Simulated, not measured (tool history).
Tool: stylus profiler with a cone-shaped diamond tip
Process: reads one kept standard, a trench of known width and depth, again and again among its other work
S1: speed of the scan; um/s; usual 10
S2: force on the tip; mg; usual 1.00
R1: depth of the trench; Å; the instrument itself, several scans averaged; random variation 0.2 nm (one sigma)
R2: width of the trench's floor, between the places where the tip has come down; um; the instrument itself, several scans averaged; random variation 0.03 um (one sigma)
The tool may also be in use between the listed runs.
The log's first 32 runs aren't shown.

run	hour	S1	S2	R1	R2
33	1034.6	38	1.06	10032.8	11.56
34	1074.8	5	0.50	10020.0	11.71
35	1107.8	5	0.50	10022.6	11.67
36	1131.3	23	0.64	10025.9	11.51
37	1161.5	16	1.00	10034.6	11.49
38	1195.2	11	1.83	10057.0	11.53
39	1218.9	4	0.75	10029.2	11.57
40	1239.4	10	2.49	10063.0	11.53
41	1266.7	5	0.62	10025.8	11.55
42	1284.4	5	0.62	10028.8	11.47
43	1316.1	5	0.62	10032.9	11.53
44	1342.2	5	0.62	10028.1	11.38
45	1380.5	10	1.27	10043.3	11.34
46	1421.1	10	1.27	10040.8	11.40

Forecast each of these 3 alternatives for the next run:
A	1448.6	15	1.27	?	?
B	1448.6	4	1.13	?	?
C	1448.6	4	0.42	?	?

run	R1	R2
A	10041.4	11.28
B	10041.0	11.36
C	10026.8	11.35
Without the tool's hidden state the same runs would have given:
run	R1	R2
A	10033.1	13.89
B	10032.7	13.97
C	10018.5	13.96
